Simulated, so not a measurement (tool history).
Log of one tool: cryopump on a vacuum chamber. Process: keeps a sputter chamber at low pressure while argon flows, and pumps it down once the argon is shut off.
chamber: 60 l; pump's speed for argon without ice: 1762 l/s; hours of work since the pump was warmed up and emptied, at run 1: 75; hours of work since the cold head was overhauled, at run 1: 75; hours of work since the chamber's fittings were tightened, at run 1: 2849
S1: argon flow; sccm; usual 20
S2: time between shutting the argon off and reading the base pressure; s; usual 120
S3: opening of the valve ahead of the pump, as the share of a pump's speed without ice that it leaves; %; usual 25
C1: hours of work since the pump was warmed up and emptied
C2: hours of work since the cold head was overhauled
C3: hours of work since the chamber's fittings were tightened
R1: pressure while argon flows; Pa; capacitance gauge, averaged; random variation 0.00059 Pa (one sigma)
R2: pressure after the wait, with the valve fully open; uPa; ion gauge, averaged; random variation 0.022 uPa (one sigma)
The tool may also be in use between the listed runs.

{"run": 1, "day": 0.0, "S1": 20, "S2": 120, "S3": 25, "C1": 75, "C2": 75, "C3": 2849, "R1": 0.0778, "R2": 1.75}
{"run": 2, "day": 1.45, "S1": 20, "S2": 120, "S3": 25, "C1": 99, "C2": 99, "C3": 2874, "R1": 0.0777, "R2": 1.8}
{"run": 3, "day": 4.058, "S1": 20, "S2": 120, "S3": 25, "C1": 143, "C2": 143, "C3": 2918, "R1": 0.0778, "R2": 1.85}
{"run": 4, "day": 6.021, "S1": 20, "S2": 47, "S3": 25, "C1": 176, "C2": 176, "C3": 2951, "R1": 0.0774, "R2": 2.55}
{"run": 5, "day": 7.679, "S1": 20, "S2": 47, "S3": 25, "C1": 204, "C2": 204, "C3": 2979, "R1": 0.0775, "R2": 2.58}
{"run": 6, "day": 9.379, "S1": 20, "S2": 47, "S3": 25, "C1": 232, "C2": 232, "C3": 3007, "R1": 0.0791, "R2": 2.57}
{"run": 7, "day": 11.838, "S1": 20, "S2": 47, "S3": 25, "C1": 274, "C2": 274, "C3": 3048, "R1": 0.0788, "R2": 2.67}
{"run": 8, "day": 14.183, "S1": 20, "S2": 47, "S3": 25, "C1": 313, "C2": 313, "C3": 3088, "R1": 0.0792, "R2": 2.68}
{"run": 9, "day": 16.812, "S1": 20, "S2": 120, "S3": 25, "C1": 357, "C2": 357, "C3": 3132, "R1": 0.0785, "R2": 2.06}
{"run": 10, "day": 17.888, "S1": 20, "S2": 120, "S3": 25, "C1": 375, "C2": 375, "C3": 3150, "R1": 0.079, "R2": 2.09}
{"run": 11, "day": 19.121, "S1": 20, "S2": 293, "S3": 25, "C1": 396, "C2": 396, "C3": 3171, "R1": 0.0794, "R2": 1.74}
{"run": 12, "day": 21.208, "S1": 20, "S2": 293, "S3": 25, "C1": 431, "C2": 431, "C3": 3206, "R1": 0.0796, "R2": 1.81}
{"run": 13, "day": 22.492, "S1": 20, "S2": 120, "S3": 25, "C1": 453, "C2": 453, "C3": 3228, "R1": 0.0807, "R2": 2.03}
{"run": 14, "day": 23.892, "S1": 20, "S2": 120, "S3": 18, "C1": 476, "C2": 476, "C3": 3251, "R1": 0.1092, "R2": 2.14}
{"run": 15, "day": 25.483, "S1": 20, "S2": 120, "S3": 18, "C1": 503, "C2": 503, "C3": 3278, "R1": 0.1078, "R2": 2.1}
{"run": 16, "day": 27.429, "S1": 20, "S2": 120, "S3": 18, "C1": 536, "C2": 536, "C3": 3311, "R1": 0.1102, "R2": 2.2}
{"run": 17, "day": 28.788, "S1": 20, "S2": 120, "S3": 18, "C1": 559, "C2": 559, "C3": 3333, "R1": 0.1119, "R2": 2.19}
{"run": 18, "day": 30.717, "S1": 20, "S2": 120, "S3": 18, "C1": 591, "C2": 591, "C3": 3366, "R1": 0.1106, "R2": 2.19}
{"run": 19, "day": 32.712, "S1": 20, "S2": 120, "S3": 18, "C1": 625, "C2": 625, "C3": 3399, "R1": 0.1106, "R2": 2.29}
{"run": 20, "day": 33.871, "S1": 20, "S2": 120, "S3": 18, "C1": 644, "C2": 644, "C3": 3419, "R1": 0.1097, "R2": 2.19}
{"day": 34.458, "done": "leaking fittings of the chamber tightened, without venting"}
{"run": 21, "day": 36.412, "S1": 25, "S2": 120, "S3": 35, "C1": 685, "C2": 685, "C3": 33, "R1": 0.0726, "R2": 0.67}
{"run": 22, "day": 38.821, "S1": 25, "S2": 120, "S3": 35, "C1": 726, "C2": 726, "C3": 73, "R1": 0.0732, "R2": 0.68}

The next listed run, before its measurement:
{"run": 23, "day": 40.208, "S1": 22, "S2": 34, "S3": 44, "C1": 749, "C2": 749, "C3": 97, "R1": "?", "R2": "?"}

{"run 23": {"R1": 0.0531, "R2": 1.81}}
Without the tool's hidden state the same run would have given R1 0.0483 Pa, R2 1.73 uPa.
